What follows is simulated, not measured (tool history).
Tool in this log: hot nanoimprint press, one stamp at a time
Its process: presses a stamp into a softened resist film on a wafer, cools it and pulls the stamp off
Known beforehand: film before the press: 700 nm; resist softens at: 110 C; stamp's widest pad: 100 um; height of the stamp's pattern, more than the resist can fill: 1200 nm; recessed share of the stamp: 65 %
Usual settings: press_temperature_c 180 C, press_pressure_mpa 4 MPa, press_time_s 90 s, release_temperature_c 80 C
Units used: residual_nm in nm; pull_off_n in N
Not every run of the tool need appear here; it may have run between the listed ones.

| run | hour | press_temperature_c | press_pressure_mpa | press_time_s | release_temperature_c | residual_nm | pull_off_n |
|---|---|---|---|---|---|---|---|
| 1 | 0 | 180 | 4 | 90 | 80 | 339.4 | 177 |
| 2 | 11 | 176 | 4 | 90 | 80 | 387.1 | 177 |
| 3 | 19.5 | 176 | 4 | 90 | 80 | 388.7 | 176 |
| 4 | 27.9 | 176 | 4 | 90 | 80 | 387.6 | 173 |
| 5 | 42.1 | 180 | 4 | 108 | 80 | 315.7 | 176 |
| 6 | 57.6 | 183 | 4 | 108 | 80 | 281.5 | 174 |
| 7 | 67.7 | 183 | 4 | 108 | 80 | 281.3 | 176 |

For run 8, what comes out?
| 8 | 85.1 | 190 | 2.61 | 108 | 79 | ? | ? |

{"run 8": {"residual_nm": 263.6, "pull_off_n": 182}}
Minus the tool's unlogged condition, the same run would have read residual_nm 263.7 nm, pull_off_n 181 N.
